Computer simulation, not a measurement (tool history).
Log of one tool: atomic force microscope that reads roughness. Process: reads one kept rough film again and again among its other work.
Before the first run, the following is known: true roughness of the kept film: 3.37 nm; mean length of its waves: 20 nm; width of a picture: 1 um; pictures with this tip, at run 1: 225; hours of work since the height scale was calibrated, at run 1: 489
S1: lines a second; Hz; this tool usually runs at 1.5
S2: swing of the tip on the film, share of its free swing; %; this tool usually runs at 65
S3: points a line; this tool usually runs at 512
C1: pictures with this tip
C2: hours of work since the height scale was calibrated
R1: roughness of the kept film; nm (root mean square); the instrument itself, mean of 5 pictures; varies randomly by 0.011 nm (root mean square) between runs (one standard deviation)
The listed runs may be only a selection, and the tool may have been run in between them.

| run | hour | S1 | S2 | S3 | C1 | C2 | R1 |
|---|---|---|---|---|---|---|---|
| 1 | 0 | 1.5 | 65 | 512 | 225 | 489 | 1.902 |
| 2 | 17 | 1.5 | 65 | 512 | 270 | 502 | 1.794 |
| 3 | 48.7 | 1.5 | 65 | 512 | 354 | 526 | 1.643 |
|  | 55.4 | new tip fitted |
| 4 | 76.2 | 1.5 | 65 | 512 | 55 | 547 | 2.415 |
| 5 | 103.4 | 1.5 | 65 | 512 | 127 | 568 | 2.172 |
| 6 | 133.4 | 1.5 | 65 | 512 | 207 | 590 | 1.939 |
| 7 | 155.9 | 1.5 | 65 | 512 | 266 | 608 | 1.798 |
| 8 | 182 | 1.5 | 65 | 512 | 335 | 627 | 1.65 |
|  | 194.9 | new tip fitted |
| 9 | 203.4 | 1.5 | 65 | 512 | 22 | 643 | 2.534 |
| 10 | 229.7 | 1.5 | 65 | 512 | 92 | 663 | 2.292 |
| 11 | 254.4 | 1.5 | 65 | 512 | 157 | 682 | 2.078 |
| 12 | 276.4 | 1.5 | 65 | 512 | 216 | 699 | 1.935 |
| 13 | 300.6 | 1.5 | 65 | 512 | 280 | 717 | 1.789 |
| 14 | 329.3 | 1.93 | 86 | 374 | 355 | 739 | 1.537 |
|  | 334.7 | new tip fitted |
| 15 | 351.6 | 1.18 | 87 | 474 | 45 | 756 | 2.435 |
| 16 | 381.1 | 3.33 | 65 | 903 | 123 | 778 | 2.157 |
| 17 | 399.5 | 1.91 | 71 | 456 | 172 | 792 | 2.012 |
| 18 | 412.7 | 1.91 | 71 | 456 | 207 | 802 | 1.91 |
| 19 | 437.3 | 1.5 | 90 | 262 | 272 | 821 | 1.673 |
| 20 | 454.5 | 3.42 | 65 | 512 | 317 | 834 | 1.671 |
|  | 474.3 | new tip fitted |
| 21 | 484.1 | 2.27 | 57 | 512 | 26 | 856 | 2.588 |
| 22 | 514.5 | 2.27 | 57 | 512 | 107 | 879 | 2.29 |
| 23 | 546 | 1.01 | 74 | 334 | 190 | 903 | 1.986 |
| 24 | 560.4 | 1.01 | 74 | 334 | 228 | 914 | 1.883 |
| 25 | 582.6 | 3.22 | 72 | 272 | 287 | 931 | 1.675 |
| 26 | 609.8 | 3.96 | 69 | 328 | 359 | 952 | 1.543 |

Here are 4 independent what-if runs from the current tool condition. What would each one return?
|  | 614 | new tip fitted |
| A | 635.6 | 1.88 | 64 | 266 | 57 | 971 | ? |
|  | 614 | new tip fitted |
| B | 635.6 | 3.96 | 58 | 291 | 57 | 971 | ? |
|  | 614 | new tip fitted |
| C | 635.6 | 1.5 | 65 | 260 | 57 | 971 | ? |
|  | 614 | new tip fitted |
| D | 635.6 | 2.4 | 65 | 288 | 57 | 971 | ? |

| run | R1 |
|---|---|
| A | 2.321 |
| B | 2.315 |
| C | 2.326 |
| D | 2.318 |
The same runs, with their run-to-run variation unchanged, on a tool lacking any hidden condition would have given:
| run | R1 |
|---|---|
| A | 2.57 |
| B | 2.564 |
| C | 2.576 |
| D | 2.568 |
